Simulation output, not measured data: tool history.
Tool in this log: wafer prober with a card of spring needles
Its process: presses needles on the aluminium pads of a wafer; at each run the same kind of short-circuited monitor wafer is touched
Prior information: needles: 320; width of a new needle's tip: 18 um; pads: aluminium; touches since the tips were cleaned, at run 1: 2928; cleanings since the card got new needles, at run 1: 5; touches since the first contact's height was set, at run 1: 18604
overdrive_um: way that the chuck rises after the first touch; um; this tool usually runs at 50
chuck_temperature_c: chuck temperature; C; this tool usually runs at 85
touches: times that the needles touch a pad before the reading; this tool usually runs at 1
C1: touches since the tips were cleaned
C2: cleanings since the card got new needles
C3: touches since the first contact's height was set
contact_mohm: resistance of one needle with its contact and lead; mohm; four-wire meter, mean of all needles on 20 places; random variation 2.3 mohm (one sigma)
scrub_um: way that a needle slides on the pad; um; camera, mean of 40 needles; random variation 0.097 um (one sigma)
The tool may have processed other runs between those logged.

{"run": 1, "day": 0.0, "overdrive_um": 50, "chuck_temperature_c": 85, "touches": 1, "C1": 2928, "C2": 5, "C3": 18604, "contact_mohm": 262, "scrub_um": 10.04}
{"day": 0.162, "done": "tips cleaned on abrasive film"}
{"run": 2, "day": 0.817, "overdrive_um": 50, "chuck_temperature_c": 85, "touches": 1, "C1": 2274, "C2": 6, "C3": 21431, "contact_mohm": 262, "scrub_um": 9.94}
{"day": 1.038, "done": "tips cleaned on abrasive film"}
{"day": 1.921, "done": "tips cleaned on abrasive film"}
{"run": 3, "day": 2.279, "overdrive_um": 50, "chuck_temperature_c": 85, "touches": 1, "C1": 1244, "C2": 8, "C3": 26466, "contact_mohm": 263, "scrub_um": 10.14}
{"day": 2.929, "done": "tips cleaned on abrasive film"}
{"day": 3.825, "done": "tips cleaned on abrasive film"}
{"run": 4, "day": 3.825, "overdrive_um": 50, "chuck_temperature_c": 85, "touches": 1, "C1": 0, "C2": 10, "C3": 31812, "contact_mohm": 265, "scrub_um": 10.07}
{"day": 4.717, "done": "tips cleaned on abrasive film"}
{"run": 5, "day": 5.412, "overdrive_um": 50, "chuck_temperature_c": 69, "touches": 1, "C1": 2420, "C2": 11, "C3": 37302, "contact_mohm": 259, "scrub_um": 10.04}
{"day": 5.575, "done": "tips cleaned on abrasive film"}
{"day": 6.446, "done": "tips cleaned on abrasive film"}
{"run": 6, "day": 6.754, "overdrive_um": 50, "chuck_temperature_c": 69, "touches": 1, "C1": 1078, "C2": 13, "C3": 41938, "contact_mohm": 262, "scrub_um": 10.1}
{"day": 7.333, "done": "tips cleaned on abrasive film"}
{"run": 7, "day": 8.158, "overdrive_um": 38, "chuck_temperature_c": 69, "touches": 1, "C1": 2871, "C2": 14, "C3": 46792, "contact_mohm": 261, "scrub_um": 7.63}
{"day": 8.296, "done": "tips cleaned on abrasive film"}
{"day": 9.308, "done": "tips cleaned on abrasive film"}
{"run": 8, "day": 9.346, "overdrive_um": 38, "chuck_temperature_c": 69, "touches": 1, "C1": 130, "C2": 16, "C3": 50877, "contact_mohm": 263, "scrub_um": 7.68}
{"day": 10.208, "done": "tips cleaned on abrasive film"}
{"day": 11.121, "done": "tips cleaned on abrasive film"}
{"run": 9, "day": 11.121, "overdrive_um": 38, "chuck_temperature_c": 69, "touches": 1, "C1": 0, "C2": 18, "C3": 57015, "contact_mohm": 266, "scrub_um": 7.6}
{"day": 11.992, "done": "tips cleaned on abrasive film"}
{"run": 10, "day": 12.4, "overdrive_um": 38, "chuck_temperature_c": 69, "touches": 1, "C1": 1421, "C2": 19, "C3": 61441, "contact_mohm": 263, "scrub_um": 7.53}
{"day": 12.908, "done": "tips cleaned on abrasive film"}
{"day": 13.796, "done": "tips cleaned on abrasive film"}
{"run": 11, "day": 14.062, "overdrive_um": 38, "chuck_temperature_c": 69, "touches": 1, "C1": 913, "C2": 21, "C3": 67176, "contact_mohm": 268, "scrub_um": 7.83}
{"day": 14.654, "done": "tips cleaned on abrasive film"}
{"day": 15.583, "done": "tips cleaned on abrasive film"}
{"run": 12, "day": 15.696, "overdrive_um": 38, "chuck_temperature_c": 69, "touches": 1, "C1": 396, "C2": 23, "C3": 72825, "contact_mohm": 266, "scrub_um": 7.77}
{"day": 16.479, "done": "tips cleaned on abrasive film"}
{"run": 13, "day": 16.908, "overdrive_um": 38, "chuck_temperature_c": 69, "touches": 1, "C1": 1498, "C2": 24, "C3": 77019, "contact_mohm": 265, "scrub_um": 7.61}
{"day": 17.329, "done": "tips cleaned on abrasive film"}
{"run": 14, "day": 17.738, "overdrive_um": 38, "chuck_temperature_c": 110, "touches": 3, "C1": 1419, "C2": 25, "C3": 79887, "contact_mohm": 279, "scrub_um": 7.7}
{"day": 18.246, "done": "tips cleaned on abrasive film"}
{"run": 15, "day": 19.0, "overdrive_um": 30, "chuck_temperature_c": 86, "touches": 2, "C1": 2620, "C2": 26, "C3": 84242, "contact_mohm": 274, "scrub_um": 5.85}
{"day": 19.1, "done": "tips cleaned on abrasive film"}
{"day": 20.021, "done": "tips cleaned on abrasive film"}
{"run": 16, "day": 20.458, "overdrive_um": 30, "chuck_temperature_c": 86, "touches": 2, "C1": 1523, "C2": 28, "C3": 89287, "contact_mohm": 273, "scrub_um": 5.85}
{"day": 20.888, "done": "tips cleaned on abrasive film"}
{"run": 17, "day": 21.579, "overdrive_um": 30, "chuck_temperature_c": 38, "touches": 2, "C1": 2401, "C2": 29, "C3": 93154, "contact_mohm": 264, "scrub_um": 6.07}
{"day": 21.812, "done": "tips cleaned on abrasive film"}
{"run": 18, "day": 22.479, "overdrive_um": 30, "chuck_temperature_c": 38, "touches": 2, "C1": 2325, "C2": 30, "C3": 96269, "contact_mohm": 262, "scrub_um": 6.08}
{"day": 22.817, "done": "tips cleaned on abrasive film"}
{"run": 19, "day": 23.25, "overdrive_um": 50, "chuck_temperature_c": 114, "touches": 1, "C1": 1505, "C2": 31, "C3": 98924, "contact_mohm": 269, "scrub_um": 10.15}
{"day": 23.688, "done": "tips cleaned on abrasive film"}
{"day": 24.575, "done": "tips cleaned on abrasive film"}
{"run": 20, "day": 24.962, "overdrive_um": 64, "chuck_temperature_c": 33, "touches": 2, "C1": 1351, "C2": 33, "C3": 104840, "contact_mohm": 245, "scrub_um": 12.88}
{"day": 25.5, "done": "tips cleaned on abrasive film"}
{"run": 21, "day": 26.088, "overdrive_um": 64, "chuck_temperature_c": 33, "touches": 2, "C1": 2045, "C2": 34, "C3": 108731, "contact_mohm": 246, "scrub_um": 12.86}
{"day": 26.408, "done": "tips cleaned on abrasive film"}
{"day": 27.342, "done": "tips cleaned on abrasive film"}
{"run": 22, "day": 27.521, "overdrive_um": 33, "chuck_temperature_c": 28, "touches": 1, "C1": 635, "C2": 36, "C3": 113685, "contact_mohm": 259, "scrub_um": 6.61}

What does the tool deliver on the next run?
{"day": 28.304, "done": "tips cleaned on abrasive film"}
{"day": 29.262, "done": "tips cleaned on abrasive film"}
{"run": 23, "day": 29.308, "overdrive_um": 33, "chuck_temperature_c": 28, "touches": 1, "C1": 165, "C2": 38, "C3": 119857, "contact_mohm": "?", "scrub_um": "?"}

For run 23 the tool returned contact_mohm 253 mohm, scrub_um 6.93 um.
With no hidden state in the tool, this same run would have given contact_mohm 252 mohm, scrub_um 6.94 um.
